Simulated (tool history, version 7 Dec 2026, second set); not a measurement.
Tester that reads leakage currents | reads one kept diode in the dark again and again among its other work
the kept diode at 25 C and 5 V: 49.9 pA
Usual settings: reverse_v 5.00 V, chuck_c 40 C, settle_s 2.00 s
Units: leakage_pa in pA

run,hour,reverse_v,chuck_c,settle_s,leakage_pa
1,0.0,5.00,40,2.00,173.78
2,145.3,5.00,40,2.00,173.85
3,234.4,5.00,40,2.00,174.23
4,333.8,5.00,40,2.00,175.24
# hour 409.0: chuck's temperature calibrated
5,491.9,5.00,40,2.00,166.45
6,648.1,5.00,40,2.00,166.77
7,778.2,5.00,28,2.00,68.97
8,854.8,1.24,28,2.00,43.64
9,991.4,1.24,48,0.38,189.48
10,1162.2,5.00,29,0.95,76.56
11,1262.1,5.00,28,1.76,70.95

Forecast run 12:
# hour 1276.2: tester calibrated
12,1354.6,11.06,40,8.31,?

leakage_pa: 217.50 pA
Without the tool's hidden state the same run would have given leakage_pa 202.56 pA.
